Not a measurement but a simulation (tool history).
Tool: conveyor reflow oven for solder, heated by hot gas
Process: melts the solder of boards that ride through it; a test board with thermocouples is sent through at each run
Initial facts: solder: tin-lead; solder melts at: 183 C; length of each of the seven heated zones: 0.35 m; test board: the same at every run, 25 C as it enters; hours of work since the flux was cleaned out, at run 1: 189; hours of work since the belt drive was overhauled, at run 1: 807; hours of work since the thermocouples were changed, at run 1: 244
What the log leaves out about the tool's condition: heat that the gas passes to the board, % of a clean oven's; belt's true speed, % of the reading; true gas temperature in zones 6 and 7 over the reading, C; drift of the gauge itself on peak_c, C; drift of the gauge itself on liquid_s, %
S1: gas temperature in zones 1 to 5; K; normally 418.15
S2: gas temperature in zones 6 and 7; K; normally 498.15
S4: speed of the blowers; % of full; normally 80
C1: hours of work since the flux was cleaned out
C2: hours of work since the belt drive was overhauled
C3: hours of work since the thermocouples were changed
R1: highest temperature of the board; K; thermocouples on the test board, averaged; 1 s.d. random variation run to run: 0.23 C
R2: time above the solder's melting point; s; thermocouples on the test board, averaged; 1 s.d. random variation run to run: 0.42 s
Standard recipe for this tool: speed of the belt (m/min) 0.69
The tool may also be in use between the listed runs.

run 1 hour=0 | S1=418.15 S2=498.15 speed_of_the_belt_(m/min)=0.69 S4=80 | C1=189 C2=807 C3=244 | R1=486.75 R2=47
run 2 hour=20.6 | S1=418.15 S2=498.15 speed_of_the_belt_(m/min)=0.69 S4=80 | C1=205 C2=823 C3=260 | R1=486.75 R2=47.4
run 3 hour=41.5 | S1=418.15 S2=498.15 speed_of_the_belt_(m/min)=0.69 S4=80 | C1=221 C2=839 C3=276 | R1=486.65 R2=46.6
run 4 hour=58.3 | S1=418.15 S2=498.15 speed_of_the_belt_(m/min)=0.69 S4=80 | C1=234 C2=852 C3=288 | R1=486.75 R2=46.8
-- hour=73.5 flux residue cleaned out of gas plates and filters
run 5 hour=81.5 | S1=418.15 S2=498.15 speed_of_the_belt_(m/min)=0.69 S4=80 | C1=6 C2=866 C3=302 | R1=488.25 R2=48.6
run 6 hour=108.8 | S1=418.15 S2=498.15 speed_of_the_belt_(m/min)=0.69 S4=58 | C1=27 C2=887 C3=323 | R1=483.95 R2=44.1
run 7 hour=130.8 | S1=418.15 S2=492.15 speed_of_the_belt_(m/min)=0.69 S4=80 | C1=44 C2=903 C3=340 | R1=482.85 R2=45.4
run 8 hour=143.6 | S1=418.15 S2=492.15 speed_of_the_belt_(m/min)=0.69 S4=80 | C1=53 C2=913 C3=350 | R1=482.75 R2=44.8
run 9 hour=165.6 | S1=418.15 S2=492.15 speed_of_the_belt_(m/min)=0.69 S4=80 | C1=70 C2=930 C3=366 | R1=482.65 R2=44.6
run 10 hour=190 | S1=418.15 S2=492.15 speed_of_the_belt_(m/min)=0.581 S4=80 | C1=89 C2=948 C3=385 | R1=486.25 R2=58.2
run 11 hour=212.7 | S1=418.15 S2=492.15 speed_of_the_belt_(m/min)=0.65 S4=80 | C1=106 C2=966 C3=402 | R1=483.55 R2=49.2
run 12 hour=229.8 | S1=422.15 S2=498.15 speed_of_the_belt_(m/min)=0.69 S4=80 | C1=119 C2=979 C3=415 | R1=488.55 R2=49.1
run 13 hour=253.9 | S1=422.15 S2=498.15 speed_of_the_belt_(m/min)=0.69 S4=80 | C1=138 C2=997 C3=434 | R1=488.45 R2=50.4
run 14 hour=272.9 | S1=422.15 S2=498.15 speed_of_the_belt_(m/min)=0.736 S4=80 | C1=152 C2=1012 C3=448 | R1=486.95 R2=45.5
run 15 hour=296.3 | S1=418.15 S2=498.15 speed_of_the_belt_(m/min)=0.69 S4=80 | C1=170 C2=1030 C3=466 | R1=487.85 R2=48.5
run 16 hour=322.6 | S1=418.15 S2=498.15 speed_of_the_belt_(m/min)=0.69 S4=80 | C1=190 C2=1050 C3=486 | R1=487.95 R2=48.3
run 17 hour=339.4 | S1=420.15 S2=492.15 speed_of_the_belt_(m/min)=0.555 S4=52 | C1=203 C2=1062 C3=499 | R1=482.35 R2=56.2
run 18 hour=353.5 | S1=420.15 S2=492.15 speed_of_the_belt_(m/min)=0.555 S4=52 | C1=214 C2=1073 C3=510 | R1=482.65 R2=56.1
run 19 hour=372.8 | S1=420.15 S2=492.15 speed_of_the_belt_(m/min)=0.555 S4=52 | C1=228 C2=1088 C3=524 | R1=482.75 R2=56
-- hour=395.4 flux residue cleaned out of gas plates and filters
run 20 hour=400.2 | S1=404.15 S2=508.15 speed_of_the_belt_(m/min)=0.69 S4=80 | C1=4 C2=1105 C3=541 | R1=496.85 R2=49.6
run 21 hour=425.1 | S1=423.15 S2=489.15 speed_of_the_belt_(m/min)=0.69 S4=80 | C1=23 C2=1124 C3=560 | R1=481.75 R2=46.7
run 22 hour=441.6 | S1=423.15 S2=489.15 speed_of_the_belt_(m/min)=0.69 S4=80 | C1=35 C2=1136 C3=573 | R1=482.15 R2=46.2
run 23 hour=460.5 | S1=418.15 S2=492.15 speed_of_the_belt_(m/min)=0.69 S4=80 | C1=50 C2=1151 C3=587 | R1=483.85 R2=45.4
run 24 hour=481.2 | S1=418.15 S2=489.15 speed_of_the_belt_(m/min)=0.69 S4=80 | C1=65 C2=1167 C3=603 | R1=481.05 R2=43.9
run 25 hour=493.3 | S1=412.15 S2=498.15 speed_of_the_belt_(m/min)=0.582 S4=80 | C1=75 C2=1176 C3=612 | R1=492.15 R2=59.6
run 26 hour=504.9 | S1=412.15 S2=498.15 speed_of_the_belt_(m/min)=0.582 S4=80 | C1=84 C2=1185 C3=621 | R1=492.35 R2=59.8
run 27 hour=528.1 | S1=431.15 S2=498.15 speed_of_the_belt_(m/min)=0.622 S4=72 | C1=101 C2=1202 C3=639 | R1=491.75 R2=61.9
run 28 hour=542.1 | S1=431.15 S2=498.15 speed_of_the_belt_(m/min)=0.622 S4=72 | C1=112 C2=1213 C3=650 | R1=491.95 R2=61.7
run 29 hour=561.7 | S1=418.15 S2=508.15 speed_of_the_belt_(m/min)=0.697 S4=89 | C1=127 C2=1228 C3=665 | R1=499.15 R2=54.7
run 30 hour=577.2 | S1=418.15 S2=497.15 speed_of_the_belt_(m/min)=0.555 S4=66 | C1=139 C2=1240 C3=676 | R1=490.85 R2=63.5
run 31 hour=600.5 | S1=418.15 S2=497.15 speed_of_the_belt_(m/min)=0.555 S4=66 | C1=156 C2=1258 C3=694 | R1=490.95 R2=63.1

Hidden state or all else? Some run-to-run changes of R1, split into what the settings, what came in and random variation would give without the hidden state, and what is left for the hidden state (with any gauge scatter that isn't in both results):
Run 4 -> 5: flux residue cleaned out of gas plates and filters. R1 +1.5 K: hidden state +1.8, all else -0.3.
Run 16 -> 17: S1 418.15 -> 420.15, S2 498.15 -> 492.15, speed of the belt (m/min) 0.69 -> 0.555, S4 80 -> 52. R1 -5.6 K: hidden state +0.4, all else -6.
Run 19 -> 20: S1 420.15 -> 404.15, S2 492.15 -> 508.15, speed of the belt (m/min) 0.555 -> 0.69, S4 52 -> 80, flux residue cleaned out of gas plates and filters. R1 +14.1 K: hidden state +1.2, all else +12.9.
Run 20 -> 21: S1 404.15 -> 423.15, S2 508.15 -> 489.15. R1 -15.1 K: hidden state -0.3, all else -14.8.
Run 24 -> 25: S1 418.15 -> 412.15, S2 489.15 -> 498.15, speed of the belt (m/min) 0.69 -> 0.582. R1 +11.1 K: hidden state +0.1, all else +11.
